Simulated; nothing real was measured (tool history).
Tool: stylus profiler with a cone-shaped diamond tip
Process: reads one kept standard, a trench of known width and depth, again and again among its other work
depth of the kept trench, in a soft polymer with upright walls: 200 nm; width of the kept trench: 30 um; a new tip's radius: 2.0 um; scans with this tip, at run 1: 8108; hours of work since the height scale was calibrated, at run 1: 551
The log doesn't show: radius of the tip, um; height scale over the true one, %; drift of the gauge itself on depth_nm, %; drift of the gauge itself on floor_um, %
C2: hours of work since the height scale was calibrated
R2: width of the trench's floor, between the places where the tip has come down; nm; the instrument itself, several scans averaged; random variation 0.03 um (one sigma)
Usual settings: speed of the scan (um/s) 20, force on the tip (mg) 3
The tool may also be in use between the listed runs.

{"run": 1, "hour": 0.0, "speed of the scan (um/s)": 20, "force on the tip (mg)": 3, "scans with this tip": 8108, "C2": 551, "depth of the trench (Å)": 2023, "R2": 27820}
{"run": 2, "hour": 39.1, "speed of the scan (um/s)": 20, "force on the tip (mg)": 3, "scans with this tip": 8387, "C2": 570, "depth of the trench (Å)": 2023.6, "R2": 27810}
{"run": 3, "hour": 71.0, "speed of the scan (um/s)": 7, "force on the tip (mg)": 3, "scans with this tip": 8614, "C2": 585, "depth of the trench (Å)": 2023.9, "R2": 27790}
{"run": 4, "hour": 114.7, "speed of the scan (um/s)": 7, "force on the tip (mg)": 3, "scans with this tip": 8925, "C2": 607, "depth of the trench (Å)": 2023.5, "R2": 27740}
{"run": 5, "hour": 151.2, "speed of the scan (um/s)": 7, "force on the tip (mg)": 3, "scans with this tip": 9186, "C2": 624, "depth of the trench (Å)": 2023.9, "R2": 27820}
{"run": 6, "hour": 194.8, "speed of the scan (um/s)": 7, "force on the tip (mg)": 3, "scans with this tip": 9497, "C2": 645, "depth of the trench (Å)": 2023.4, "R2": 27760}
{"run": 7, "hour": 257.6, "speed of the scan (um/s)": 11, "force on the tip (mg)": 3, "scans with this tip": 9944, "C2": 676, "depth of the trench (Å)": 2023.7, "R2": 27780}
{"run": 8, "hour": 331.7, "speed of the scan (um/s)": 24, "force on the tip (mg)": 3, "scans with this tip": 10473, "C2": 712, "depth of the trench (Å)": 2021.8, "R2": 27690}
{"run": 9, "hour": 380.0, "speed of the scan (um/s)": 20, "force on the tip (mg)": 3, "scans with this tip": 10818, "C2": 735, "depth of the trench (Å)": 2023.5, "R2": 27700}
{"run": 10, "hour": 456.6, "speed of the scan (um/s)": 11, "force on the tip (mg)": 3, "scans with this tip": 11363, "C2": 772, "depth of the trench (Å)": 2022.2, "R2": 27690}
{"run": 11, "hour": 532.0, "speed of the scan (um/s)": 11, "force on the tip (mg)": 3, "scans with this tip": 11901, "C2": 809, "depth of the trench (Å)": 2022.9, "R2": 27660}
{"run": 12, "hour": 563.9, "speed of the scan (um/s)": 11, "force on the tip (mg)": 3, "scans with this tip": 12128, "C2": 824, "depth of the trench (Å)": 2022.4, "R2": 27720}
{"run": 13, "hour": 615.0, "speed of the scan (um/s)": 39, "force on the tip (mg)": 3, "scans with this tip": 12493, "C2": 849, "depth of the trench (Å)": 2023.6, "R2": 27620}
{"run": 14, "hour": 656.7, "speed of the scan (um/s)": 39, "force on the tip (mg)": 3, "scans with this tip": 12790, "C2": 869, "depth of the trench (Å)": 2022.7, "R2": 27600}
{"run": 15, "hour": 708.6, "speed of the scan (um/s)": 39, "force on the tip (mg)": 3, "scans with this tip": 13160, "C2": 894, "depth of the trench (Å)": 2021.3, "R2": 27560}
{"run": 16, "hour": 777.2, "speed of the scan (um/s)": 20, "force on the tip (mg)": 2.38, "scans with this tip": 13649, "C2": 928, "depth of the trench (Å)": 2017.3, "R2": 27520}
{"run": 17, "hour": 821.3, "speed of the scan (um/s)": 20, "force on the tip (mg)": 2.38, "scans with this tip": 13964, "C2": 949, "depth of the trench (Å)": 2019.6, "R2": 27540}
{"run": 18, "hour": 879.7, "speed of the scan (um/s)": 20, "force on the tip (mg)": 2.38, "scans with this tip": 14380, "C2": 977, "depth of the trench (Å)": 2019, "R2": 27550}
{"run": 19, "hour": 924.3, "speed of the scan (um/s)": 20, "force on the tip (mg)": 1.07, "scans with this tip": 14698, "C2": 999, "depth of the trench (Å)": 2009.9, "R2": 27470}
{"run": 20, "hour": 983.9, "speed of the scan (um/s)": 20, "force on the tip (mg)": 1.07, "scans with this tip": 15123, "C2": 1028, "depth of the trench (Å)": 2008.1, "R2": 27460}
{"run": 21, "hour": 1025.1, "speed of the scan (um/s)": 20, "force on the tip (mg)": 1.07, "scans with this tip": 15417, "C2": 1048, "depth of the trench (Å)": 2007.8, "R2": 27430}
{"run": 22, "hour": 1093.0, "speed of the scan (um/s)": 20, "force on the tip (mg)": 1.07, "scans with this tip": 15901, "C2": 1081, "depth of the trench (Å)": 2009.9, "R2": 27480}
{"run": 23, "hour": 1127.7, "speed of the scan (um/s)": 20, "force on the tip (mg)": 6.46, "scans with this tip": 16148, "C2": 1097, "depth of the trench (Å)": 2038.4, "R2": 27520}
{"run": 24, "hour": 1196.2, "speed of the scan (um/s)": 45, "force on the tip (mg)": 2.48, "scans with this tip": 16636, "C2": 1131, "depth of the trench (Å)": 2018.2, "R2": 27320}
{"run": 25, "hour": 1267.7, "speed of the scan (um/s)": 10, "force on the tip (mg)": 6.61, "scans with this tip": 17146, "C2": 1165, "depth of the trench (Å)": 2039, "R2": 27440}
{"run": 26, "hour": 1341.2, "speed of the scan (um/s)": 67, "force on the tip (mg)": 3.59, "scans with this tip": 17670, "C2": 1201, "depth of the trench (Å)": 2024.9, "R2": 27290}
{"run": 27, "hour": 1399.2, "speed of the scan (um/s)": 44, "force on the tip (mg)": 4.08, "scans with this tip": 18084, "C2": 1229, "depth of the trench (Å)": 2025.3, "R2": 27400}
{"run": 28, "hour": 1474.4, "speed of the scan (um/s)": 52, "force on the tip (mg)": 2.61, "scans with this tip": 18620, "C2": 1265, "depth of the trench (Å)": 2018.1, "R2": 27200}
{"run": 29, "hour": 1551.0, "speed of the scan (um/s)": 52, "force on the tip (mg)": 2.61, "scans with this tip": 19166, "C2": 1302, "depth of the trench (Å)": 2017.7, "R2": 27230}
{"hour": 1557.2, "done": "height scale calibrated on a step standard"}
{"run": 30, "hour": 1623.3, "speed of the scan (um/s)": 71, "force on the tip (mg)": 1.2, "scans with this tip": 19678, "C2": 32, "depth of the trench (Å)": 2006.8, "R2": 27140}
{"run": 31, "hour": 1664.5, "speed of the scan (um/s)": 7, "force on the tip (mg)": 1.15, "scans with this tip": 19972, "C2": 52, "depth of the trench (Å)": 2008.8, "R2": 27390}
{"run": 32, "hour": 1713.3, "speed of the scan (um/s)": 7, "force on the tip (mg)": 2.22, "scans with this tip": 20320, "C2": 76, "depth of the trench (Å)": 2012.3, "R2": 27340}
{"run": 33, "hour": 1775.2, "speed of the scan (um/s)": 5, "force on the tip (mg)": 4.27, "scans with this tip": 20761, "C2": 106, "depth of the trench (Å)": 2027.5, "R2": 27320}
{"hour": 1808.3, "done": "height scale calibrated on a step standard, once more"}
{"run": 34, "hour": 1823.7, "speed of the scan (um/s)": 5, "force on the tip (mg)": 4.27, "scans with this tip": 21103, "C2": 7, "depth of the trench (Å)": 2031.3, "R2": 27350}
{"run": 35, "hour": 1871.7, "speed of the scan (um/s)": 5, "force on the tip (mg)": 4.27, "scans with this tip": 21446, "C2": 31, "depth of the trench (Å)": 2032.7, "R2": 27330}
{"run": 36, "hour": 1945.5, "speed of the scan (um/s)": 11, "force on the tip (mg)": 5.41, "scans with this tip": 21972, "C2": 66, "depth of the trench (Å)": 2040.3, "R2": 27320}
{"run": 37, "hour": 2023.2, "speed of the scan (um/s)": 6, "force on the tip (mg)": 4.72, "scans with this tip": 22526, "C2": 104, "depth of the trench (Å)": 2036.3, "R2": 27330}
{"run": 38, "hour": 2075.1, "speed of the scan (um/s)": 6, "force on the tip (mg)": 2.26, "scans with this tip": 22896, "C2": 129, "depth of the trench (Å)": 2020.6, "R2": 27280}
{"run": 39, "hour": 2149.1, "speed of the scan (um/s)": 17, "force on the tip (mg)": 4.54, "scans with this tip": 23423, "C2": 165, "depth of the trench (Å)": 2031.1, "R2": 27170}
{"run": 40, "hour": 2181.6, "speed of the scan (um/s)": 13, "force on the tip (mg)": 7.88, "scans with this tip": 23655, "C2": 181, "depth of the trench (Å)": 2048.3, "R2": 27210}
{"run": 41, "hour": 2220.0, "speed of the scan (um/s)": 59, "force on the tip (mg)": 3, "scans with this tip": 23928, "C2": 199, "depth of the trench (Å)": 2025.6, "R2": 27080}
{"run": 42, "hour": 2252.5, "speed of the scan (um/s)": 7, "force on the tip (mg)": 2.42, "scans with this tip": 24160, "C2": 215, "depth of the trench (Å)": 2020.2, "R2": 27250}
{"run": 43, "hour": 2284.3, "speed of the scan (um/s)": 7, "force on the tip (mg)": 2.42, "scans with this tip": 24387, "C2": 231, "depth of the trench (Å)": 2021.4, "R2": 27200}
{"run": 44, "hour": 2341.5, "speed of the scan (um/s)": 10, "force on the tip (mg)": 1.92, "scans with this tip": 24795, "C2": 258, "depth of the trench (Å)": 2016.9, "R2": 27150}
{"run": 45, "hour": 2393.1, "speed of the scan (um/s)": 57, "force on the tip (mg)": 1.23, "scans with this tip": 25163, "C2": 283, "depth of the trench (Å)": 2013.4, "R2": 26950}
{"run": 46, "hour": 2461.2, "speed of the scan (um/s)": 57, "force on the tip (mg)": 1.23, "scans with this tip": 25649, "C2": 316, "depth of the trench (Å)": 2011.5, "R2": 26990}

3 ways to go on from here, each from the tool as it stands after run 46. What would each give?
{"run": "A", "hour": 2523.3, "speed of the scan (um/s)": 7, "force on the tip (mg)": 3.02, "scans with this tip": 26091, "C2": 346, "depth of the trench (Å)": "?", "R2": "?"}
{"run": "B", "hour": 2523.3, "speed of the scan (um/s)": 66, "force on the tip (mg)": 1.23, "scans with this tip": 26091, "C2": 346, "depth of the trench (Å)": "?", "R2": "?"}
{"run": "C", "hour": 2523.3, "speed of the scan (um/s)": 22, "force on the tip (mg)": 1.23, "scans with this tip": 26091, "C2": 346, "depth of the trench (Å)": "?", "R2": "?"}

run=A depth_of_the_trench_(Å)=2025.6 R2=27160
run=B depth_of_the_trench_(Å)=2013.7 R2=26890
run=C depth_of_the_trench_(Å)=2013.4 R2=27060
Without the tool's hidden state the same runs would have given:
run=A depth_of_the_trench_(Å)=2026.7 R2=28240
run=B depth_of_the_trench_(Å)=2014.8 R2=27970
run=C depth_of_the_trench_(Å)=2014.5 R2=28140
